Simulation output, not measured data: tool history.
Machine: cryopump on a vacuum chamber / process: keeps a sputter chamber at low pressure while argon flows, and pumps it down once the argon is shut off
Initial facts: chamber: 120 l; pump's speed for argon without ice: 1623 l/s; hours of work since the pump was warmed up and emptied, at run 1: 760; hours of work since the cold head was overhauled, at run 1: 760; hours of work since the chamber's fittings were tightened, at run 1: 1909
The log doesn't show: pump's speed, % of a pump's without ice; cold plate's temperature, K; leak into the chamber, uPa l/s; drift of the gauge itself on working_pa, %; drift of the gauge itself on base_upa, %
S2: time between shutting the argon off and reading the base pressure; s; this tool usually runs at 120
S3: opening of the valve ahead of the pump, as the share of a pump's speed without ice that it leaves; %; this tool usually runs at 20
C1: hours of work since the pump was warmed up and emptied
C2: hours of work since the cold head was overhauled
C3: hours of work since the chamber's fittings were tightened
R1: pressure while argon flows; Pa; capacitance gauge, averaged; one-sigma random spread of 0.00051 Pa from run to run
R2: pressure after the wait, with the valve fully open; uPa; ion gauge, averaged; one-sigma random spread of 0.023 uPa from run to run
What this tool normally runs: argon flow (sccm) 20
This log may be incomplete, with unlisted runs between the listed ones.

{"run": 1, "hour": 0.0, "argon flow (sccm)": 20, "S2": 120, "S3": 20, "C1": 760, "C2": 760, "C3": 1909, "R1": 0.1089, "R2": 1.89}
{"run": 2, "hour": 116.1, "argon flow (sccm)": 20, "S2": 120, "S3": 20, "C1": 858, "C2": 858, "C3": 2008, "R1": 0.1086, "R2": 1.96}
{"run": 3, "hour": 207.8, "argon flow (sccm)": 20, "S2": 120, "S3": 20, "C1": 935, "C2": 935, "C3": 2085, "R1": 0.1089, "R2": 1.95}
{"run": 4, "hour": 308.7, "argon flow (sccm)": 20, "S2": 120, "S3": 20, "C1": 1021, "C2": 1021, "C3": 2171, "R1": 0.1091, "R2": 2.04}
{"hour": 361.7, "done": "pump warmed up, emptied and cooled again"}
{"run": 5, "hour": 410.7, "argon flow (sccm)": 20, "S2": 120, "S3": 20, "C1": 41, "C2": 1103, "C3": 2253, "R1": 0.1052, "R2": 1.91}
{"run": 6, "hour": 529.9, "argon flow (sccm)": 20, "S2": 120, "S3": 20, "C1": 142, "C2": 1204, "C3": 2354, "R1": 0.1051, "R2": 1.93}
{"run": 7, "hour": 632.0, "argon flow (sccm)": 20, "S2": 120, "S3": 38, "C1": 229, "C2": 1290, "C3": 2440, "R1": 0.0561, "R2": 2.05}
{"run": 8, "hour": 719.6, "argon flow (sccm)": 20, "S2": 120, "S3": 38, "C1": 303, "C2": 1364, "C3": 2514, "R1": 0.0559, "R2": 2.04}
{"run": 9, "hour": 774.8, "argon flow (sccm)": 20, "S2": 72, "S3": 20, "C1": 350, "C2": 1411, "C3": 2561, "R1": 0.1064, "R2": 2.55}
{"run": 10, "hour": 842.7, "argon flow (sccm)": 20, "S2": 72, "S3": 20, "C1": 407, "C2": 1468, "C3": 2618, "R1": 0.1065, "R2": 2.64}
{"run": 11, "hour": 904.7, "argon flow (sccm)": 20, "S2": 72, "S3": 20, "C1": 459, "C2": 1521, "C3": 2671, "R1": 0.1058, "R2": 2.57}
{"run": 12, "hour": 976.6, "argon flow (sccm)": 20, "S2": 120, "S3": 20, "C1": 520, "C2": 1582, "C3": 2732, "R1": 0.107, "R2": 2.33}
{"run": 13, "hour": 1065.2, "argon flow (sccm)": 20, "S2": 120, "S3": 20, "C1": 595, "C2": 1657, "C3": 2807, "R1": 0.1078, "R2": 2.32}
{"run": 14, "hour": 1184.0, "argon flow (sccm)": 20, "S2": 120, "S3": 20, "C1": 696, "C2": 1757, "C3": 2907, "R1": 0.1085, "R2": 2.46}
{"run": 15, "hour": 1279.7, "argon flow (sccm)": 20, "S2": 120, "S3": 20, "C1": 777, "C2": 1838, "C3": 2988, "R1": 0.1076, "R2": 2.51}
{"run": 16, "hour": 1361.4, "argon flow (sccm)": 21, "S2": 268, "S3": 16, "C1": 846, "C2": 1907, "C3": 3057, "R1": 0.1422, "R2": 2.31}
{"hour": 1450.6, "done": "leaking fittings of the chamber tightened, without venting"}
{"run": 17, "hour": 1471.6, "argon flow (sccm)": 21, "S2": 25, "S3": 21, "C1": 937, "C2": 1999, "C3": 18, "R1": 0.1094, "R2": 2.93}
{"run": 18, "hour": 1553.4, "argon flow (sccm)": 37, "S2": 195, "S3": 16, "C1": 1007, "C2": 2068, "C3": 87, "R1": 0.2517, "R2": 0.66}
{"hour": 1625.5, "done": "pump warmed up, emptied and cooled again"}
{"run": 19, "hour": 1667.8, "argon flow (sccm)": 37, "S2": 195, "S3": 16, "C1": 36, "C2": 2161, "C3": 180, "R1": 0.2429, "R2": 0.65}
{"run": 20, "hour": 1783.3, "argon flow (sccm)": 30, "S2": 194, "S3": 30, "C1": 134, "C2": 2258, "C3": 277, "R1": 0.1059, "R2": 0.72}
{"run": 21, "hour": 1863.2, "argon flow (sccm)": 20, "S2": 139, "S3": 17, "C1": 201, "C2": 2326, "C3": 345, "R1": 0.1234, "R2": 0.89}
{"run": 22, "hour": 1983.3, "argon flow (sccm)": 20, "S2": 139, "S3": 17, "C1": 303, "C2": 2428, "C3": 447, "R1": 0.1249, "R2": 0.94}
{"run": 23, "hour": 2035.4, "argon flow (sccm)": 20, "S2": 47, "S3": 17, "C1": 347, "C2": 2472, "C3": 491, "R1": 0.1242, "R2": 1.92}
{"run": 24, "hour": 2129.5, "argon flow (sccm)": 24, "S2": 59, "S3": 20, "C1": 426, "C2": 2551, "C3": 570, "R1": 0.1272, "R2": 1.69}
{"run": 25, "hour": 2213.7, "argon flow (sccm)": 14, "S2": 38, "S3": 20, "C1": 498, "C2": 2623, "C3": 642, "R1": 0.0746, "R2": 2.29}
{"run": 26, "hour": 2312.1, "argon flow (sccm)": 36, "S2": 38, "S3": 20, "C1": 581, "C2": 2706, "C3": 725, "R1": 0.1925, "R2": 2.45}
{"run": 27, "hour": 2434.8, "argon flow (sccm)": 36, "S2": 38, "S3": 20, "C1": 685, "C2": 2810, "C3": 829, "R1": 0.1937, "R2": 2.51}
{"run": 28, "hour": 2533.5, "argon flow (sccm)": 36, "S2": 38, "S3": 20, "C1": 768, "C2": 2893, "C3": 912, "R1": 0.1948, "R2": 2.61}
{"run": 29, "hour": 2616.4, "argon flow (sccm)": 36, "S2": 38, "S3": 20, "C1": 839, "C2": 2963, "C3": 982, "R1": 0.1952, "R2": 2.53}

Each row is a separate what-if for the run after 29, all from the same tool condition, not one after another. Results?
{"run": "A", "hour": 2690.0, "argon flow (sccm)": 11, "S2": 120, "S3": 48, "C1": 901, "C2": 3026, "C3": 1045, "R1": "?", "R2": "?"}
{"run": "B", "hour": 2690.0, "argon flow (sccm)": 36, "S2": 38, "S3": 16, "C1": 901, "C2": 3026, "C3": 1045, "R1": "?", "R2": "?"}
{"run": "C", "hour": 2690.0, "argon flow (sccm)": 39, "S2": 87, "S3": 20, "C1": 901, "C2": 3026, "C3": 1045, "R1": "?", "R2": "?"}
{"run": "D", "hour": 2690.0, "argon flow (sccm)": 19, "S2": 120, "S3": 20, "C1": 901, "C2": 3026, "C3": 1045, "R1": "?", "R2": "?"}
{"run": "E", "hour": 2690.0, "argon flow (sccm)": 39, "S2": 55, "S3": 21, "C1": 901, "C2": 3026, "C3": 1045, "R1": "?", "R2": "?"}

run=A R1=0.0267 R2=1.51
run=B R1=0.2433 R2=2.69
run=C R1=0.2144 R2=1.66
run=D R1=0.1037 R2=1.44
run=E R1=0.2032 R2=2.09
Without the tool's hidden state the same runs would have given:
run=A R1=0.024 R2=0.79
run=B R1=0.2343 R2=1.99
run=C R1=0.2046 R2=0.95
run=D R1=0.099 R2=0.73
run=E R1=0.1934 R2=1.38

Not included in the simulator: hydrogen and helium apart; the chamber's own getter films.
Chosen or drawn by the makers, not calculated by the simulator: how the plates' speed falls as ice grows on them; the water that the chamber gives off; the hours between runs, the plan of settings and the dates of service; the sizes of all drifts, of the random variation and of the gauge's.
